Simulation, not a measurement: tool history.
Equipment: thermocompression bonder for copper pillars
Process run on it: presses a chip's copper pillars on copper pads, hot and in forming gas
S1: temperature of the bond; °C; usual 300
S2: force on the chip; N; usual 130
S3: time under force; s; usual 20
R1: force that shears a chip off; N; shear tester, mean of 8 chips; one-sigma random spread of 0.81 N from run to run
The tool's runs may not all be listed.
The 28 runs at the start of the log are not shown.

{"run": 29, "hour": 784.0, "S1": 315, "S2": 134, "S3": 43, "R1": 92.3}
{"run": 30, "hour": 827.3, "S1": 315, "S2": 134, "S3": 43, "R1": 91.7}
{"run": 31, "hour": 846.0, "S1": 315, "S2": 171, "S3": 36, "R1": 93.4}
{"run": 32, "hour": 866.3, "S1": 315, "S2": 167, "S3": 13, "R1": 84.4}
{"hour": 888.7, "done": "forming gas filter changed"}
{"run": 33, "hour": 904.3, "S1": 315, "S2": 117, "S3": 12, "R1": 71.2}
{"run": 34, "hour": 943.9, "S1": 328, "S2": 117, "S3": 15, "R1": 81.8}
{"run": 35, "hour": 981.1, "S1": 328, "S2": 117, "S3": 15, "R1": 82.0}
{"run": 36, "hour": 1022.0, "S1": 328, "S2": 117, "S3": 15, "R1": 84.0}
{"run": 37, "hour": 1041.6, "S1": 274, "S2": 117, "S3": 59, "R1": 73.9}
{"run": 38, "hour": 1074.5, "S1": 274, "S2": 117, "S3": 59, "R1": 73.3}
{"run": 39, "hour": 1113.7, "S1": 295, "S2": 89, "S3": 20, "R1": 50.7}
{"hour": 1122.6, "done": "force cell calibrated"}
{"run": 40, "hour": 1149.0, "S1": 287, "S2": 162, "S3": 24, "R1": 83.6}

Alternative continuations, all from the tool just after run 40; predict every row:
{"run": "A", "hour": 1169.5, "S1": 326, "S2": 130, "S3": 20, "R1": "?"}
{"run": "B", "hour": 1169.5, "S1": 287, "S2": 85, "S3": 58, "R1": "?"}
{"run": "C", "hour": 1169.5, "S1": 322, "S2": 85, "S3": 18, "R1": "?"}

run=A R1=90.7
run=B R1=65.5
run=C R1=67.3
Stripped of hidden state, with their random variation kept, the same runs would have yielded:
run=A R1=91.3
run=B R1=62.7
run=C R1=65.2
